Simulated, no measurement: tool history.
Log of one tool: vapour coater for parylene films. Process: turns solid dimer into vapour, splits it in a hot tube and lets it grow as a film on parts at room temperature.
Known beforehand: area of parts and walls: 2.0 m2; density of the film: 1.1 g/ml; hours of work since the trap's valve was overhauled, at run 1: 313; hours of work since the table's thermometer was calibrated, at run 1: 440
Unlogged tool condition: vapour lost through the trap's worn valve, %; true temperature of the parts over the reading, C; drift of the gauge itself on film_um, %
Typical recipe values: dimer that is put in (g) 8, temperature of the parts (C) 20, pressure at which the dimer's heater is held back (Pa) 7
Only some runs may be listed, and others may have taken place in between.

run	day	dimer that is put in (g)	temperature of the parts (C)	pressure at which the dimer's heater is held back (Pa)	hours of work since the trap's valve was overhauled	hours of work since the table's thermometer was calibrated	thickness of the film (um)
1	0	8	20	7	313	440	2.63
2	0.529	8	20	7	324	451	2.64
3	1.571	8	14	7	344	471	3.37
4	2.021	8	14	7	353	480	3.37
5	2.471	8	14	7	362	488	3.31
6	2.908	8	20	7	370	497	2.55
7	3.888	8	20	7	389	516	2.57
8	4.475	8	20	7	401	527	2.6
9	5.167	8	20	7	414	541	2.58
10	6.025	8	20	7	431	558	2.52
11	6.692	5	20	7	444	571	1.63
12	7.571	5	20	7	461	588	1.59
13	8.079	8	20	7	471	598	2.54
14	8.792	8	23	7	485	612	2.17
15	9.817	8	20	2.04	505	632	3.08
16	10.408	8	20	2.04	516	643	3.04
17	11.05	8	20	2.04	529	656	3.1
# day 11.642: trap's valve overhauled
18	12.262	8	20	2.04	12	676	2.84
19	13.112	8	20	2.04	29	693	2.83
20	13.762	8	20	2.04	41	705	2.86
21	14.496	8	20	3.51	56	720	2.59
22	15.342	8	20	3.51	72	736	2.55
23	15.958	8	20	3.51	84	748	2.59
# day 16.417: trap's valve overhauled, once more
24	16.862	8	20	3.51	9	762	3.14
25	17.592	8	20	3.51	23	777	3.06
26	18.662	5	19	8.39	44	798	1.74
27	19.325	5	19	8.39	57	811	1.78
28	19.9	5	27	8.39	68	822	1.16
29	20.596	8	20	7	82	835	2.78
30	21.188	8	20	10.06	93	847	2.61
31	22.158	8	20	10.06	112	866	2.61
32	23.225	4	20	8.19	133	887	1.3
33	23.958	4	20	8.19	147	901	1.32
34	24.454	4	16	8.19	157	911	1.61
35	25.204	8	16	7	171	925	3.24
36	25.854	8	16	7	184	938	3.25
37	26.421	5	20	7	195	949	1.69
38	27.35	8	15	7	213	967	3.41
39	28	8	20	7	226	980	2.67
40	28.862	8	17	5.55	243	996	3.18
41	29.917	12	15	11.25	263	1017	4.79
42	30.567	4	20	11.96	276	1030	1.2
43	31.542	7	20	6.45	295	1049	2.37
44	31.992	8	12	7	304	1058	3.4
45	32.862	7	18	4.32	321	1075	2.67
46	33.688	7	17	4.32	337	1091	2.86
47	34.35	12	20	7.69	350	1104	3.91

The logged runs with the hidden state left out (each run's random variation unchanged):
run	thickness of the film (um)
1	2.75
2	2.77
3	3.59
4	3.59
5	3.54
6	2.7
7	2.72
8	2.76
9	2.74
10	2.69
11	1.74
12	1.71
13	2.73
14	2.34
15	3.33
16	3.29
17	3.36
18	3.3
19	3.29
20	3.33
21	3.02
22	3
23	3.05
24	3.1
25	3.03
26	1.72
27	1.77
28	1.16
29	2.77
30	2.61
31	2.62
32	1.3
33	1.33
34	1.63
35	3.28
36	3.29
37	1.71
38	3.47
39	2.73
40	3.25
41	4.91
42	1.24
43	2.45
44	3.6
45	2.77
46	2.97
47	4.08
